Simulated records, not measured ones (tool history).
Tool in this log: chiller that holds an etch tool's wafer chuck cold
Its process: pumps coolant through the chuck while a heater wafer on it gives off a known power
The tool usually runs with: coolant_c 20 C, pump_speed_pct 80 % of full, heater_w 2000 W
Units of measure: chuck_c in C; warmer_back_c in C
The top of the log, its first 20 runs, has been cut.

run     day  coolant_c  pump_speed_pct  heater_w  chuck_c  warmer_back_c
 21  17.417         17              70      2746     38.7          13.81
 22    18.3         17              70      2746     38.5          13.84
 23  18.942         15              69      2582     35.7          13.16
 24    20.2         15              69      2339     33.5          11.94
 25  20.929         22              80      2000     36.4           8.72
 26    21.8         19              80      2328     35.7          10.12
 27  22.825         20              98      2000     32.2           6.97
 28  23.738         17              62      2740     40.5          15.76
 29  24.762         17              62      2740     40.4          15.71
 30  25.808         10              61      2663     33.1          15.55
 31  26.808         21              80      2001       35            8.7
 32  27.904         11              65      1617     24.5           8.82
 33  29.054         26              88      2101     40.1           8.28

Alternative continuations, all from the tool just after run 33; predict every row:
  A  29.908         26              88      2746        ?              ?
  B  29.908         20              62      1707        ?              ?
  C  29.908         26              78      2101        ?              ?

run  chuck_c  warmer_back_c
  A     44.5          10.77
  B     34.7           9.86
  C     41.3           9.43
What these runs would have given with no unlogged condition in the tool:
run  chuck_c  warmer_back_c
  A     44.5          10.77
  B     34.7           9.86
  C     41.3           9.43
